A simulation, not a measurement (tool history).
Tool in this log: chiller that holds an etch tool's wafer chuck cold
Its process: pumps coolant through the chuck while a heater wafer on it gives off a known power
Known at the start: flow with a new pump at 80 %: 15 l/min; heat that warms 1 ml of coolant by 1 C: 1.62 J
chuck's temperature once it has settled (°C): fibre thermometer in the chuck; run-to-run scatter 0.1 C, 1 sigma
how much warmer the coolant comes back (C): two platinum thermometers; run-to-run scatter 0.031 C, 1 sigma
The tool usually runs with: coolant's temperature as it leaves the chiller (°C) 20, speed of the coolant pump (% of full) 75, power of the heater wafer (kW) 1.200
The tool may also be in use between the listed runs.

| run | hour | coolant's temperature as it leaves the chiller (°C) | speed of the coolant pump (% of full) | power of the heater wafer (kW) | chuck's temperature once it has settled (°C) | how much warmer the coolant comes back (C) |
|---|---|---|---|---|---|---|
| 1 | 0.0 | 20 | 75 | 1.200 | 32.3 | 3.30 |
| 2 | 61.3 | 20 | 75 | 1.200 | 32.5 | 3.30 |
| 3 | 142.1 | 20 | 75 | 1.200 | 32.4 | 3.37 |
| 4 | 230.9 | 20 | 75 | 1.200 | 32.5 | 3.31 |
| 5 | 378.9 | 17 | 75 | 1.200 | 29.6 | 3.33 |
| 6 | 528.7 | 17 | 75 | 1.200 | 29.6 | 3.32 |
| 7 | 652.5 | 20 | 75 | 1.705 | 38.1 | 4.75 |
| 8 | 753.2 | 20 | 75 | 1.705 | 38.3 | 4.74 |
| 9 | 850.5 | 20 | 65 | 1.200 | 34.3 | 3.93 |
| 10 | 921.9 | 20 | 65 | 1.200 | 34.5 | 3.92 |
| 11 | 1068.8 | 20 | 65 | 1.200 | 34.5 | 3.97 |
| 12 | 1188.6 | 20 | 75 | 1.213 | 33.2 | 3.43 |
| 13 | 1279.7 | 20 | 75 | 0.993 | 30.7 | 2.77 |
|  | 1415.1 | coolant changed, channels flushed |
| 14 | 1428.6 | 20 | 75 | 0.777 | 27.2 | 2.22 |
| 15 | 1561.5 | 20 | 75 | 0.777 | 27.1 | 2.20 |
| 16 | 1713.3 | 20 | 75 | 0.777 | 27.1 | 2.22 |
| 17 | 1810.8 | 20 | 61 | 1.077 | 32.0 | 3.80 |
| 18 | 1934.5 | 15 | 75 | 1.401 | 28.1 | 4.03 |
|  | 1942.0 | chiller's thermometer calibrated |
| 19 | 2064.9 | 20 | 75 | 1.448 | 33.9 | 4.16 |
| 20 | 2177.8 | 15 | 75 | 1.538 | 29.6 | 4.44 |
| 21 | 2321.6 | 15 | 75 | 1.538 | 29.9 | 4.46 |
| 22 | 2458.1 | 21 | 75 | 1.538 | 35.8 | 4.47 |
|  | 2521.4 | chiller's thermometer calibrated, once more |
| 23 | 2607.6 | 11 | 71 | 1.383 | 25.6 | 4.26 |
| 24 | 2740.4 | 11 | 100 | 0.959 | 18.7 | 2.07 |
| 25 | 2851.1 | 11 | 100 | 0.959 | 18.7 | 2.08 |
| 26 | 2952.6 | 13 | 98 | 0.891 | 20.4 | 1.94 |
| 27 | 3023.5 | 13 | 90 | 1.205 | 23.4 | 2.90 |

Run 28, settings as shown, results not yet in. Your forecast:
| 28 | 3170.3 | 11 | 96 | 1.205 | ? | ? |

Run 28 produced chuck's temperature once it has settled (°C) 21.1, how much warmer the coolant comes back (C) 2.75.
With the hidden condition absent and the run-to-run variation left alone, this run would have shown chuck's temperature once it has settled (°C) 19.8, how much warmer the coolant comes back (C) 2.46.
